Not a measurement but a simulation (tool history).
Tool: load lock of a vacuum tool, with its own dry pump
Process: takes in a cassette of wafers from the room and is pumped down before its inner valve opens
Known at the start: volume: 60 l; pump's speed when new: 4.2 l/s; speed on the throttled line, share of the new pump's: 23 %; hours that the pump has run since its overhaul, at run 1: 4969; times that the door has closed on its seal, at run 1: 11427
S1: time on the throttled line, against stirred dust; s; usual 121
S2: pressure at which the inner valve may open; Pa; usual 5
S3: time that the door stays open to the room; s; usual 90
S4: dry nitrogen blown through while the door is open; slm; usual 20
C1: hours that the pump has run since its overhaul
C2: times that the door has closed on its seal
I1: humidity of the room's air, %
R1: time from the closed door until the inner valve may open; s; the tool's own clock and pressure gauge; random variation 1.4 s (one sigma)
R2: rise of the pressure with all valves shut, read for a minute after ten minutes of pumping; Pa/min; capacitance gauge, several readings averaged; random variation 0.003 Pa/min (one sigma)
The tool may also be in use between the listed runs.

run 1 day=0 | S1=121 S2=5 S3=90 S4=20 | C1=4969 C2=11427 | I1=45.6 | R1=243.6 R2=0.069
run 2 day=3.346 | S1=121 S2=5 S3=90 S4=20 | C1=5049 C2=11564 | I1=43.9 | R1=244.4 R2=0.069
run 3 day=8.312 | S1=121 S2=5 S3=90 S4=20 | C1=5169 C2=11767 | I1=42.4 | R1=248.3 R2=0.067
run 4 day=15.117 | S1=121 S2=5 S3=90 S4=20 | C1=5332 C2=12045 | I1=45.2 | R1=249.4 R2=0.068
run 5 day=21.821 | S1=121 S2=5 S3=90 S4=7 | C1=5493 C2=12319 | I1=44.4 | R1=249.8 R2=0.081
run 6 day=27.375 | S1=121 S2=7 S3=90 S4=20 | C1=5626 C2=12545 | I1=47 | R1=240.5 R2=0.079
run 7 day=30.762 | S1=172 S2=7 S3=90 S4=21 | C1=5707 C2=12684 | I1=45.9 | R1=282.2 R2=0.072
run 8 day=36.342 | S1=121 S2=10 S3=90 S4=20 | C1=5841 C2=12912 | I1=48.6 | R1=238.5 R2=0.075
run 9 day=41.508 | S1=121 S2=10 S3=90 S4=20 | C1=5965 C2=13123 | I1=47.8 | R1=237.9 R2=0.078
run 10 day=46.438 | S1=169 S2=10 S3=98 S4=20 | C1=6084 C2=13324 | I1=47.9 | R1=271.2 R2=0.079
run 11 day=53.567 | S1=169 S2=10 S3=98 S4=20 | C1=6255 C2=13615 | I1=41.5 | R1=272.7 R2=0.078

5 ways to go on from here, each from the tool as it stands after run 11. What would each give?
run A day=58.533 | S1=121 S2=7 S3=90 S4=13 | C1=6374 C2=13818 | I1=45.1 | R1=? R2=?
run B day=58.533 | S1=188 S2=9 S3=26 S4=20 | C1=6374 C2=13818 | I1=45.4 | R1=? R2=?
run C day=58.533 | S1=202 S2=6 S3=90 S4=20 | C1=6374 C2=13818 | I1=44.2 | R1=? R2=?
run D day=58.533 | S1=74 S2=5 S3=90 S4=20 | C1=6374 C2=13818 | I1=41.4 | R1=? R2=?
run E day=58.533 | S1=233 S2=6 S3=90 S4=20 | C1=6374 C2=13818 | I1=47.2 | R1=? R2=?

run=A R1=244.1 R2=0.082
run=B R1=284.7 R2=0.055
run=C R1=308.5 R2=0.073
run=D R1=214.3 R2=0.075
run=E R1=330.6 R2=0.083
Without the tool's hidden state the same runs would have given:
run=A R1=230.5 R2=0.041
run=B R1=273.7 R2=0.013
run=C R1=296.8 R2=0.032
run=D R1=198.8 R2=0.034
run=E R1=319.9 R2=0.041

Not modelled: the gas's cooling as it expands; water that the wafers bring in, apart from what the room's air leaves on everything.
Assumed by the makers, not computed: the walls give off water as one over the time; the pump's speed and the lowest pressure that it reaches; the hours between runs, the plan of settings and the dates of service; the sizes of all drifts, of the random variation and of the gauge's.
